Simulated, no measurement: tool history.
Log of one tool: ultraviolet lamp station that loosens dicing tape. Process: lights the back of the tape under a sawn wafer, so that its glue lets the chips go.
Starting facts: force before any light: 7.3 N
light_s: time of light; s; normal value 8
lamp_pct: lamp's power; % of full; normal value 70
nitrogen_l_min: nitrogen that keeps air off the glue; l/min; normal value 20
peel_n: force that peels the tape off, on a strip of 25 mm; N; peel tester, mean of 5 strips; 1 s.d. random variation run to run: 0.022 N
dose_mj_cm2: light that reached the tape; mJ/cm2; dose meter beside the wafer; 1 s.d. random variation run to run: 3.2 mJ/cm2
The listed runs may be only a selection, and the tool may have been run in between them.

run,hour,light_s,lamp_pct,nitrogen_l_min,peel_n,dose_mj_cm2
1,0,8,70,20,1.16,467
2,5,8,70,20,1.148,468
3,13.4,8,70,20,1.207,466
4,18.6,8,70,20,1.204,464
5,28.8,8,70,20,1.225,468
6,37.4,8,70,20,1.215,463
7,46.2,8,62,20,1.444,411
8,53.3,8,62,20,1.535,401
9,61.3,8,70,13,1.455,457
10,67.2,8,70,20,1.213,459
11,73.5,8,70,20,1.211,459
12,78.2,8,70,20,1.247,457
13,84.2,8,70,20,1.214,455
14,91,8,75,20,1.129,483
15,97.4,10,70,20,0.869,562
16,103.1,10,70,20,0.864,567
17,113.2,10,70,20,0.863,556
18,118,10,70,20,0.847,558
19,124.9,5,70,20,2.419,277
20,134,5,70,20,2.376,279
21,144.1,8,94,20,0.772,595
22,152.5,8,94,20,0.762,599
23,161.7,8,94,20,0.81,594
24,170.4,10,89,20,0.582,699
25,177.6,5,89,18,1.917,345
26,187.3,5,69,37,2.244,270
27,195.2,5,69,37,2.167,267
28,204,9,69,11,1.45,478
29,213.6,9,69,11,1.421,475
30,223.2,10,87,13,0.71,672
31,231,10,87,13,0.766,667
32,237.3,8,100,12,0.936,614
33,244.1,4,70,20,3.177,212
34,253.5,4,70,20,3.178,213
35,260.2,6,68,17,2.261,308
36,269.7,6,68,17,2.28,308
# hour 272.7: window cleaned of glue's vapour
37,281,6,68,17,2.084,325
38,288.8,8,70,19,1.264,446
39,296.5,7,70,15,1.747,387
40,307.3,6,70,12,2.227,328
41,317.6,12,70,20,0.628,664
42,326.2,6,73,10,2.378,346
43,332.8,6,73,10,2.258,345
44,341.8,6,73,10,2.388,341

Below are 4 alternative next runs, each starting from the tool's condition after run 44. Predict each:
A,350.5,6,73,16,?,?
B,350.5,6,73,10,?,?
C,350.5,8,72,20,?,?
D,350.5,4,82,9,?,?

run,peel_n,dose_mj_cm2
A,2.111,341
B,2.358,344
C,1.301,445
D,3.237,254
Had the tool no hidden state, the same runs would have come out as:
run,peel_n,dose_mj_cm2
A,1.735,396
B,1.977,400
C,1.01,518
D,2.838,296

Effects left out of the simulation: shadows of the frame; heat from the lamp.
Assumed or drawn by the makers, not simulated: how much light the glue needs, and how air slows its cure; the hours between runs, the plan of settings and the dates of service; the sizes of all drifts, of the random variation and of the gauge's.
